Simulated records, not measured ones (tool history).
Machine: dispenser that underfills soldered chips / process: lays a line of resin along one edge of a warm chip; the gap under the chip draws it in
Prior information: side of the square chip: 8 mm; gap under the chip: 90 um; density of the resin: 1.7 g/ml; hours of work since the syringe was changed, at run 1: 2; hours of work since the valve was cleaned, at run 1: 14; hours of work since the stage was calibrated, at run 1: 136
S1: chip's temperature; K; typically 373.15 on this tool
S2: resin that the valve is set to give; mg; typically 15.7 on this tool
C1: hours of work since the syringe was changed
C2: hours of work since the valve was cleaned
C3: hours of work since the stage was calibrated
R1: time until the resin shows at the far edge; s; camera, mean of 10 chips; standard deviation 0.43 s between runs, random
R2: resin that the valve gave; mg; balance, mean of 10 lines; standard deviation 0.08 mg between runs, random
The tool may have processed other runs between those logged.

run	hour	S1	S2	C1	C2	C3	R1	R2
1	0	373.15	15.7	2	14	136	34.4	15.56
2	4.8	373.15	15.7	6	18	140	40.8	15.58
# hour 11.2: new syringe of resin
3	11.3	373.15	14.2	0	23	144	32.3	13.89
4	17.5	373.15	14.2	5	27	149	39.9	13.95
5	23.9	373.15	14.2	9	32	153	49.6	13.57
# hour 24.9: new syringe of resin
6	28	367.15	15.7	2	35	156	46.1	15.36
7	34.2	373.15	15.7	7	39	161	43.8	15.11
# hour 39.1: new syringe of resin
8	41	373.15	15.7	1	44	166	34.2	15.19
9	48	358.15	15.7	7	49	171	83.4	14.96
10	51.8	358.15	15.7	9	52	174	100.3	15
# hour 53.3: new syringe of resin
11	57.1	358.15	15.7	3	56	177	73.1	14.96
12	62.2	358.15	15.7	7	59	181	86.9	14.72
# hour 67.3: new syringe of resin
13	67.8	358.15	15.7	0	63	185	62.5	14.79
14	72.1	365.15	19.3	4	67	188	52.6	18.11
15	79.1	382.15	14.3	9	72	193	32.8	13.28
# hour 81.6: new syringe of resin
16	83.5	380.15	13.7	1	75	196	26	12.75
17	88.5	388.15	13.6	5	78	200	23.1	12.57
# hour 95.8: dispensing valve cleaned and set on the balance
# hour 96.3: new syringe of resin
18	96.3	380.15	20.2	0	0	205	23	20.1
19	102.7	380.15	20.2	5	5	209	29	20.12
20	106.1	380.15	17	7	7	212	34.2	17.18
# hour 110.3: new syringe of resin
21	112	387.15	17	1	11	216	19.4	16.87
22	116.7	387.15	17	5	15	220	21.9	16.78
23	123.6	387.15	17	10	20	225	28.9	16.79
# hour 124.3: new syringe of resin
24	130.5	387.15	17	5	25	229	22.2	16.53
25	136.8	387.15	17.2	9	30	234	27.3	16.69

Some steps in R1 between neighbouring runs. How much of each would the tool show without its hidden state too (settings, what came in, random variation), and how much is left for the hidden state, with any gauge scatter that isn't in both results?
Unlogged tool condition in this case: resin's viscosity, % of fresh resin's; dose that the valve gives, % of what is set; true chip temperature over the reading, C; drift of the gauge itself on fill_s, %; drift of the gauge itself on given_mg, %.
Run 8 -> 9: S1 373.15 -> 358.15. R1 +49.2 s: hidden state +21.9, all else +27.3.
Run 10 -> 11: new syringe of resin. R1 -27.2 s: hidden state -26.7, all else -0.5.
Run 12 -> 13: new syringe of resin. R1 -24.4 s: hidden state -23.6, all else -0.8.

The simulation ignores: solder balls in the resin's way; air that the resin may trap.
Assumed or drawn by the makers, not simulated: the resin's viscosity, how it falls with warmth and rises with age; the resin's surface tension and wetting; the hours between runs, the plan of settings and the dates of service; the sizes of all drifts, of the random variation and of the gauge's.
